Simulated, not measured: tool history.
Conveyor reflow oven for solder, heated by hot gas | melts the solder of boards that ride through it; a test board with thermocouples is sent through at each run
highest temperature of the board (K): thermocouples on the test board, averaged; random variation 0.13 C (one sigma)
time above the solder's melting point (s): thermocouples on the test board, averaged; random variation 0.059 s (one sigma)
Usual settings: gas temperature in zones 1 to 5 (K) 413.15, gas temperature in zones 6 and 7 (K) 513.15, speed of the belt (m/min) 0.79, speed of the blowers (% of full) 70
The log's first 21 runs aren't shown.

run,hour,gas temperature in zones 1 to 5 (K),gas temperature in zones 6 and 7 (K),speed of the belt (m/min),speed of the blowers (% of full),highest temperature of the board (K),time above the solder's melting point (s)
22,186.4,428.15,518.15,0.89,84,503.25,44.66
23,192.4,428.15,518.15,0.89,84,503.45,44.7
24,199.1,428.15,518.15,0.89,84,503.25,44.69
25,204.7,428.15,518.15,0.89,84,503.35,44.74
26,214.7,428.15,518.15,0.89,84,503.35,44.7
27,221.7,413.15,513.15,0.925,78,494.05,36.07
28,231.6,413.15,513.15,0.79,84,499.95,45.3
29,237.8,413.15,513.15,0.79,84,499.85,45.3
30,242.8,407.15,513.15,0.632,51,499.55,54.92
31,252.2,407.15,513.15,0.632,51,499.55,55.05

Forecast each of these 3 alternatives for the next run:
A,257.6,407.15,520.15,0.757,86,?,?
B,257.6,407.15,527.15,0.632,51,?,?
C,257.6,424.15,513.15,0.911,56,?,?

run,highest temperature of the board (K),time above the solder's melting point (s)
A,506.95,48.81
B,512.15,60.74
C,492.05,37.93
Without the tool's hidden state the same runs would have given:
run,highest temperature of the board (K),time above the solder's melting point (s)
A,508.35,48.94
B,513.25,60.7
C,493.25,38.23

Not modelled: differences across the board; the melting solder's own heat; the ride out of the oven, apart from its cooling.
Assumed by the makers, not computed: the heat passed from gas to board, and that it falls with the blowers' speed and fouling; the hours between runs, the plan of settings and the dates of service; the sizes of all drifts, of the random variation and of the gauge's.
